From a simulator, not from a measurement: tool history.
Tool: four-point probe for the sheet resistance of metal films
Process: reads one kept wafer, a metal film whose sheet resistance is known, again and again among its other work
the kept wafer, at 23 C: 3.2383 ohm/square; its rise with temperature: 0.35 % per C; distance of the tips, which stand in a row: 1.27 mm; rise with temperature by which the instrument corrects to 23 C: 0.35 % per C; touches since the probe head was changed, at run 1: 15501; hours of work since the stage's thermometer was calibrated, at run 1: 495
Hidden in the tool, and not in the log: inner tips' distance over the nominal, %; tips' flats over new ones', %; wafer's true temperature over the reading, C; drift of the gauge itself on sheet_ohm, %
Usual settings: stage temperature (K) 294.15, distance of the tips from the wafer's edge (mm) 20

run,hour,stage temperature (K),distance of the tips from the wafer's edge (mm),touches since the probe head was changed,hours of work since the stage's thermometer was calibrated,sheet resistance as the instrument gives it (ohm/square)
1,0,294.15,20,15501,495,3.262053
2,41.1,294.15,20,16289,518,3.261429
3,86,294.15,20,17147,543,3.263821
4,123.1,294.15,20,17857,564,3.262103
5,161.2,294.15,20,18586,586,3.263663
6,206.5,294.15,20,19453,611,3.262219
7,245.6,294.15,20,20202,633,3.264077
8,292.7,294.15,20,21104,660,3.264147
9,340,307.15,14,22010,686,3.273919
10,380.8,306.15,3,22790,709,3.544591
11,406.3,300.15,20,23277,724,3.266144
12,452.6,300.15,20,24164,750,3.266015
13,502.6,300.15,20,25121,778,3.267844
14,545,307.15,62,25932,802,3.261959
15,591.6,297.15,18,26825,828,3.268305

Hidden state or all else? Some run-to-run changes of sheet resistance as the instrument gives it (ohm/square), split into what the settings, what came in and random variation would give without the hidden state, and what is left for the hidden state (with any gauge scatter that isn't in both results):
Run 9 -> 10: stage temperature (K) 307.15 -> 306.15, distance of the tips from the wafer's edge (mm) 14 -> 3. sheet resistance as the instrument gives it (ohm/square) +0.270672: hidden state +0.001851, all else +0.268821.
Run 10 -> 11: stage temperature (K) 306.15 -> 300.15, distance of the tips from the wafer's edge (mm) 3 -> 20. sheet resistance as the instrument gives it (ohm/square) -0.278447: hidden state -0.001356, all else -0.277091.
